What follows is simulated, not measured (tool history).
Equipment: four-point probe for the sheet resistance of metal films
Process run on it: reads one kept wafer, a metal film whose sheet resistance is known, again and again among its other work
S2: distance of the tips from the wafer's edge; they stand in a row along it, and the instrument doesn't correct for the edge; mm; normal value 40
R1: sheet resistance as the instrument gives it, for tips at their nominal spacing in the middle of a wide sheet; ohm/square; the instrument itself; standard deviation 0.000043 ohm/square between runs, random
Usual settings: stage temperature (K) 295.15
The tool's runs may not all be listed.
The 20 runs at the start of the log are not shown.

{"run": 21, "hour": 1095.4, "stage temperature (K)": 295.15, "S2": 28, "R1": 0.212806}
{"run": 22, "hour": 1150.8, "stage temperature (K)": 295.15, "S2": 40, "R1": 0.212763}
{"run": 23, "hour": 1219.7, "stage temperature (K)": 303.15, "S2": 40, "R1": 0.213821}
{"run": 24, "hour": 1283.6, "stage temperature (K)": 303.15, "S2": 40, "R1": 0.213656}
{"run": 25, "hour": 1319.7, "stage temperature (K)": 304.15, "S2": 26, "R1": 0.213947}
{"run": 26, "hour": 1359.3, "stage temperature (K)": 294.15, "S2": 7, "R1": 0.21599}
{"run": 27, "hour": 1409.8, "stage temperature (K)": 301.15, "S2": 12, "R1": 0.214574}
{"run": 28, "hour": 1476.3, "stage temperature (K)": 301.15, "S2": 12, "R1": 0.214547}
{"run": 29, "hour": 1554.2, "stage temperature (K)": 301.15, "S2": 12, "R1": 0.214489}
{"run": 30, "hour": 1619.0, "stage temperature (K)": 301.15, "S2": 11, "R1": 0.214646}
{"run": 31, "hour": 1666.5, "stage temperature (K)": 291.15, "S2": 7, "R1": 0.215549}
{"run": 32, "hour": 1719.3, "stage temperature (K)": 291.15, "S2": 7, "R1": 0.215445}
{"run": 33, "hour": 1752.9, "stage temperature (K)": 308.15, "S2": 33, "R1": 0.214189}
{"run": 34, "hour": 1823.9, "stage temperature (K)": 308.15, "S2": 33, "R1": 0.2141}
{"run": 35, "hour": 1882.0, "stage temperature (K)": 308.15, "S2": 4, "R1": 0.2249}
{"run": 36, "hour": 1956.7, "stage temperature (K)": 308.15, "S2": 4, "R1": 0.224842}

Predict the results of run 37:
{"run": 37, "hour": 1995.2, "stage temperature (K)": 294.15, "S2": 11, "R1": "?"}

Run 37 measured R1 0.213684 ohm/square.
The same run, on a tool lacking any hidden state, would have yielded R1 0.214316 ohm/square.

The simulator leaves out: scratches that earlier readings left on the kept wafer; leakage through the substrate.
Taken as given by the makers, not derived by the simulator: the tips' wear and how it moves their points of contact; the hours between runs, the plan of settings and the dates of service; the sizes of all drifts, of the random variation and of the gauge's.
